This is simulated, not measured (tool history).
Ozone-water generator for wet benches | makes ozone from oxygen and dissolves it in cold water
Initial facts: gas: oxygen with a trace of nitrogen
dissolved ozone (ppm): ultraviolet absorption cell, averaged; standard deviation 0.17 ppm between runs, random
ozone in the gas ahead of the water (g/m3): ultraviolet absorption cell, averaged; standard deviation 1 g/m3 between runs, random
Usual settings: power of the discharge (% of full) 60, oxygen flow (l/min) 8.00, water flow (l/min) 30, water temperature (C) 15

run,day,power of the discharge (% of full),oxygen flow (l/min),water flow (l/min),water temperature (C),dissolved ozone (ppm),ozone in the gas ahead of the water (g/m3)
1,0.000,60,8.00,30,15,19.1,155.3
2,5.929,60,8.00,30,15,19.0,156.5
# day 8.021: contactor cleaned
3,9.475,60,8.00,30,15,19.2,155.4
4,12.108,60,8.00,30,10,21.0,155.4
5,17.888,60,8.00,30,10,20.6,154.0
6,24.062,60,8.00,30,10,20.4,150.9
7,28.842,60,8.00,30,10,20.3,152.7
8,34.800,60,8.00,30,15,19.1,151.6
9,38.717,60,8.00,30,15,19.0,151.0
10,42.112,60,8.00,30,15,18.7,150.8
11,47.042,60,8.00,30,15,18.7,150.0
12,52.933,60,8.00,30,15,18.7,148.8
13,56.029,63,8.00,30,15,19.2,154.6
14,60.958,63,8.00,30,15,19.1,153.8
# day 63.996: electrodes of the discharge changed
15,67.504,63,8.00,30,15,23.1,188.1
16,73.796,60,8.00,19,15,30.2,181.5
17,77.296,60,8.00,19,15,29.5,180.9
18,80.712,60,8.00,19,15,29.5,179.3
19,84.754,60,8.00,19,15,30.1,179.4
20,90.962,60,4.84,31,16,19.3,223.1
21,95.154,60,4.84,31,16,19.3,223.6

Run 22 is up next; what results do you expect?
22,99.717,60,4.84,31,16,?,?

dissolved ozone (ppm): 19.2
ozone in the gas ahead of the water (g/m3): 223.8
With the hidden condition absent and the run-to-run variation left alone, this run would have shown dissolved ozone (ppm) 20.1, ozone in the gas ahead of the water (g/m3) 228.9.
